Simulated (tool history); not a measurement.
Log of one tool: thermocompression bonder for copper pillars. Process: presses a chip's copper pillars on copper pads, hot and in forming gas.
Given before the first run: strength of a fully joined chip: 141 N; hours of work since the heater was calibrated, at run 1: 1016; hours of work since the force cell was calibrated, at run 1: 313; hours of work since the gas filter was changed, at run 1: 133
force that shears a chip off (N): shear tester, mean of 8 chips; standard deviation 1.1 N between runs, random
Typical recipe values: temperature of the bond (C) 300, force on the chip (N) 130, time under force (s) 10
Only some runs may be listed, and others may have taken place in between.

run	hour	temperature of the bond (C)	force on the chip (N)	time under force (s)	hours of work since the heater was calibrated	hours of work since the force cell was calibrated	hours of work since the gas filter was changed	force that shears a chip off (N)
1	0.0	300	130	10	1016	313	133	83.9
2	11.7	300	130	10	1023	321	141	85.7
3	19.1	300	130	10	1028	325	145	86.0
4	26.9	300	130	10	1033	330	150	84.2
5	41.9	300	130	10	1042	340	160	83.6
6	53.1	300	130	10	1050	347	167	85.1
7	66.3	273	130	10	1058	356	176	64.8
8	81.0	329	130	10	1067	365	185	98.6
9	96.1	329	130	10	1077	375	195	100.0
# hour 101.8: forming gas filter changed
10	107.0	329	130	10	1084	381	3	111.7
11	114.8	309	130	10	1089	386	8	98.8
12	130.8	300	130	10	1099	397	19	91.0
13	147.6	300	130	10	1110	407	29	89.7
14	156.5	300	130	10	1115	413	35	90.9
15	166.8	300	130	10	1122	420	42	91.8
16	181.5	300	130	26	1131	429	51	112.3
17	188.4	300	130	26	1136	434	55	111.3
18	201.4	316	130	10	1144	442	64	101.8
19	213.5	300	95	10	1152	450	72	78.0
# hour 221.5: heater calibrated with a thermocouple chip
20	229.8	300	95	10	5	459	81	85.5
21	245.2	300	102	10	15	469	91	83.2
22	255.0	300	102	10	21	475	97	86.5
23	265.7	284	130	5	28	482	104	65.9
24	280.9	298	130	10	38	491	113	89.4
25	296.4	298	169	10	48	501	123	98.8
26	305.1	316	169	10	54	507	129	108.4
27	317.5	316	169	17	61	515	137	117.3
28	329.8	316	169	17	69	523	145	116.2
29	344.3	316	169	17	79	532	154	116.7
30	361.3	271	169	6	89	543	165	65.0
31	375.4	321	102	17	99	552	174	105.8
32	385.1	321	102	17	105	558	180	103.6
33	395.3	313	102	28	111	565	187	109.5
34	406.8	316	171	18	119	572	194	113.4
# hour 413.1: forming gas filter changed
35	416.6	290	171	18	125	578	2	116.5
36	427.0	301	130	10	131	585	9	99.0
37	437.2	307	130	10	138	591	15	103.5
38	446.4	314	130	8	144	597	21	100.5
39	458.2	300	130	6	151	605	29	83.7

Here are 3 independent what-if runs from the current tool condition. What would each one return?
A	474.0	296	174	7	161	615	39	?
B	474.0	300	159	5	161	615	39	?
C	474.0	283	130	18	161	615	39	?

run	force that shears a chip off (N)
A	94.0
B	87.0
C	97.7
With no hidden state in the tool, these same runs would have given:
run	force that shears a chip off (N)
A	97.1
B	90.0
C	100.9
